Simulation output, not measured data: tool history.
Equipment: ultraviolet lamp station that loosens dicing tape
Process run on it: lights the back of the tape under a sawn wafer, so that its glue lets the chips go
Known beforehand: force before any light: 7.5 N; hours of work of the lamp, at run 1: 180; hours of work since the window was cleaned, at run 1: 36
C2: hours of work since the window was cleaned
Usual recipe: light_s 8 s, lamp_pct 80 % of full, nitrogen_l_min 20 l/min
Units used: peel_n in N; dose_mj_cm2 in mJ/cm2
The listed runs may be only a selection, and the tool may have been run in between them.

run 1 hour=0.0 | light_s=8 lamp_pct=80 nitrogen_l_min=20 | hours_of_work_of_the_lamp=180 C2=36 | peel_n=0.542 dose_mj_cm2=220
run 2 hour=7.9 | light_s=8 lamp_pct=80 nitrogen_l_min=20 | hours_of_work_of_the_lamp=186 C2=42 | peel_n=0.556 dose_mj_cm2=222
run 3 hour=15.4 | light_s=8 lamp_pct=80 nitrogen_l_min=20 | hours_of_work_of_the_lamp=191 C2=47 | peel_n=0.542 dose_mj_cm2=221
run 4 hour=25.3 | light_s=8 lamp_pct=80 nitrogen_l_min=20 | hours_of_work_of_the_lamp=199 C2=54 | peel_n=0.565 dose_mj_cm2=221
run 5 hour=34.8 | light_s=8 lamp_pct=80 nitrogen_l_min=20 | hours_of_work_of_the_lamp=206 C2=61 | peel_n=0.539 dose_mj_cm2=222
run 6 hour=41.4 | light_s=8 lamp_pct=80 nitrogen_l_min=20 | hours_of_work_of_the_lamp=210 C2=66 | peel_n=0.545 dose_mj_cm2=220
run 7 hour=49.9 | light_s=8 lamp_pct=80 nitrogen_l_min=20 | hours_of_work_of_the_lamp=217 C2=73 | peel_n=0.559 dose_mj_cm2=219
run 8 hour=58.9 | light_s=8 lamp_pct=80 nitrogen_l_min=20 | hours_of_work_of_the_lamp=223 C2=79 | peel_n=0.565 dose_mj_cm2=218
run 9 hour=64.3 | light_s=8 lamp_pct=80 nitrogen_l_min=20 | hours_of_work_of_the_lamp=227 C2=83 | peel_n=0.560 dose_mj_cm2=214
run 10 hour=69.3 | light_s=8 lamp_pct=80 nitrogen_l_min=20 | hours_of_work_of_the_lamp=231 C2=87 | peel_n=0.599 dose_mj_cm2=215
run 11 hour=76.3 | light_s=6 lamp_pct=80 nitrogen_l_min=20 | hours_of_work_of_the_lamp=236 C2=92 | peel_n=0.963 dose_mj_cm2=162
run 12 hour=82.1 | light_s=6 lamp_pct=80 nitrogen_l_min=20 | hours_of_work_of_the_lamp=240 C2=96 | peel_n=0.950 dose_mj_cm2=161
run 13 hour=88.1 | light_s=15 lamp_pct=79 nitrogen_l_min=20 | hours_of_work_of_the_lamp=244 C2=100 | peel_n=0.239 dose_mj_cm2=399
run 14 hour=92.8 | light_s=15 lamp_pct=60 nitrogen_l_min=20 | hours_of_work_of_the_lamp=248 C2=104 | peel_n=0.309 dose_mj_cm2=305
run 15 hour=102.7 | light_s=15 lamp_pct=60 nitrogen_l_min=20 | hours_of_work_of_the_lamp=255 C2=111 | peel_n=0.307 dose_mj_cm2=302
run 16 hour=108.6 | light_s=15 lamp_pct=60 nitrogen_l_min=20 | hours_of_work_of_the_lamp=259 C2=115 | peel_n=0.318 dose_mj_cm2=300
run 17 hour=116.2 | light_s=11 lamp_pct=66 nitrogen_l_min=27 | hours_of_work_of_the_lamp=265 C2=121 | peel_n=0.397 dose_mj_cm2=242
run 18 hour=124.8 | light_s=11 lamp_pct=66 nitrogen_l_min=6 | hours_of_work_of_the_lamp=271 C2=127 | peel_n=1.118 dose_mj_cm2=245
run 19 hour=130.5 | light_s=11 lamp_pct=66 nitrogen_l_min=6 | hours_of_work_of_the_lamp=276 C2=132 | peel_n=1.079 dose_mj_cm2=244
run 20 hour=139.1 | light_s=11 lamp_pct=66 nitrogen_l_min=6 | hours_of_work_of_the_lamp=282 C2=138 | peel_n=1.140 dose_mj_cm2=238
run 21 hour=148.0 | light_s=11 lamp_pct=66 nitrogen_l_min=6 | hours_of_work_of_the_lamp=288 C2=144 | peel_n=1.134 dose_mj_cm2=239
run 22 hour=153.3 | light_s=11 lamp_pct=88 nitrogen_l_min=6 | hours_of_work_of_the_lamp=292 C2=148 | peel_n=0.687 dose_mj_cm2=319
run 23 hour=161.0 | light_s=11 lamp_pct=88 nitrogen_l_min=6 | hours_of_work_of_the_lamp=298 C2=154 | peel_n=0.674 dose_mj_cm2=318
run 24 hour=167.0 | light_s=7 lamp_pct=98 nitrogen_l_min=20 | hours_of_work_of_the_lamp=302 C2=158 | peel_n=0.516 dose_mj_cm2=226

Here are 5 independent what-if runs from the current tool condition. What would each one return?
run A hour=174.0 | light_s=7 lamp_pct=64 nitrogen_l_min=38 | hours_of_work_of_the_lamp=307 C2=163 | peel_n=? dose_mj_cm2=?
run B hour=174.0 | light_s=13 lamp_pct=71 nitrogen_l_min=18 | hours_of_work_of_the_lamp=307 C2=163 | peel_n=? dose_mj_cm2=?
run C hour=174.0 | light_s=8 lamp_pct=68 nitrogen_l_min=20 | hours_of_work_of_the_lamp=307 C2=163 | peel_n=? dose_mj_cm2=?
run D hour=174.0 | light_s=11 lamp_pct=80 nitrogen_l_min=20 | hours_of_work_of_the_lamp=307 C2=163 | peel_n=? dose_mj_cm2=?
run E hour=174.0 | light_s=8 lamp_pct=64 nitrogen_l_min=7 | hours_of_work_of_the_lamp=307 C2=163 | peel_n=? dose_mj_cm2=?

run=A peel_n=0.831 dose_mj_cm2=144
run=B peel_n=0.349 dose_mj_cm2=304
run=C peel_n=0.825 dose_mj_cm2=179
run=D peel_n=0.332 dose_mj_cm2=291
run=E peel_n=1.809 dose_mj_cm2=169
Take away the tool's hidden state, keep each run's random variation, and the runs would have read:
run=A peel_n=0.662 dose_mj_cm2=163
run=B peel_n=0.295 dose_mj_cm2=343
run=C peel_n=0.657 dose_mj_cm2=202
run=D peel_n=0.279 dose_mj_cm2=328
run=E peel_n=1.522 dose_mj_cm2=190
